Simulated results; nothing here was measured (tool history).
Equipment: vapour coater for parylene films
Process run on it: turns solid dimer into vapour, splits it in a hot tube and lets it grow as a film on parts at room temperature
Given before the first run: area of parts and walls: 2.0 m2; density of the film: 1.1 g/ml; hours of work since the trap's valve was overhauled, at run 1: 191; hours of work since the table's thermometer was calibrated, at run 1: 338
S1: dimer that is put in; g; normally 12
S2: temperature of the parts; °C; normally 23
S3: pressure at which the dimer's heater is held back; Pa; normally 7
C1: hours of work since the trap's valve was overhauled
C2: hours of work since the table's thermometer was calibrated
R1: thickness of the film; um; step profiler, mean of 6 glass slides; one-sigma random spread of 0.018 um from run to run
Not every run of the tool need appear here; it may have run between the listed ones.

| run | hour | S1 | S2 | S3 | C1 | C2 | R1 |
|---|---|---|---|---|---|---|---|
| 1 | 0 | 12 | 23 | 7 | 191 | 338 | 2.33 |
| 2 | 14.7 | 12 | 23 | 7 | 202 | 350 | 2.31 |
| 3 | 34.8 | 12 | 23 | 7 | 218 | 365 | 2.31 |
| 4 | 44.7 | 12 | 23 | 7 | 226 | 373 | 2.3 |
| 5 | 56.6 | 12 | 23 | 7 | 235 | 383 | 2.31 |
| 6 | 75 | 12 | 23 | 7 | 250 | 397 | 2.32 |
| 7 | 88.2 | 12 | 23 | 7 | 260 | 407 | 2.31 |
| 8 | 103.3 | 12 | 17 | 7 | 272 | 419 | 2.63 |
| 9 | 112.2 | 12 | 17 | 7 | 279 | 426 | 2.6 |
| 10 | 126 | 12 | 17 | 7 | 290 | 437 | 2.63 |
| 11 | 143.1 | 12 | 17 | 7 | 303 | 451 | 2.57 |
| 12 | 160 | 12 | 23 | 7 | 317 | 464 | 2.25 |
| 13 | 179.8 | 12 | 23 | 7 | 332 | 480 | 2.23 |
| 14 | 193.6 | 12 | 23 | 7 | 343 | 491 | 2.22 |
|  | 210.5 | trap's valve overhauled |
| 15 | 211.8 | 12 | 23 | 7 | 1 | 502 | 2.46 |
| 16 | 227.3 | 12 | 23 | 7 | 13 | 514 | 2.49 |
| 17 | 246 | 12 | 23 | 7 | 28 | 529 | 2.45 |
| 18 | 264.2 | 12 | 21 | 11.25 | 42 | 543 | 2.31 |
| 19 | 273.9 | 6 | 22 | 3.62 | 50 | 551 | 1.48 |
| 20 | 293.6 | 6 | 22 | 3.62 | 65 | 566 | 1.47 |
| 21 | 304.9 | 6 | 22 | 3.62 | 74 | 575 | 1.45 |
| 22 | 323.1 | 7 | 16 | 8.73 | 89 | 589 | 1.58 |
| 23 | 338.2 | 7 | 25 | 8.73 | 101 | 601 | 1.27 |
| 24 | 349.9 | 12 | 16 | 7 | 110 | 611 | 2.84 |
| 25 | 362.4 | 12 | 16 | 7 | 120 | 620 | 2.81 |
| 26 | 373.8 | 6 | 19 | 6.94 | 129 | 629 | 1.34 |
| 27 | 389.7 | 6 | 28 | 6.94 | 141 | 642 | 1.06 |
| 28 | 400.5 | 6 | 28 | 6.94 | 150 | 650 | 1.08 |

Predict each of these 5 candidate next runs independently; none follows another, all start after run 28:
| A | 413.4 | 6 | 28 | 3.52 | 160 | 661 | ? |
| B | 413.4 | 11 | 26 | 11.91 | 160 | 661 | ? |
| C | 413.4 | 6 | 28 | 7.64 | 160 | 661 | ? |
| D | 413.4 | 10 | 18 | 2.42 | 160 | 661 | ? |
| E | 413.4 | 21 | 23 | 7 | 160 | 661 | ? |

| run | R1 |
|---|---|
| A | 1.25 |
| B | 1.76 |
| C | 1.02 |
| D | 2.86 |
| E | 4.17 |
Without the tool's unlogged condition, the same runs would have read:
| run | R1 |
|---|---|
| A | 1.33 |
| B | 1.87 |
| C | 1.08 |
| D | 3.04 |
| E | 4.42 |
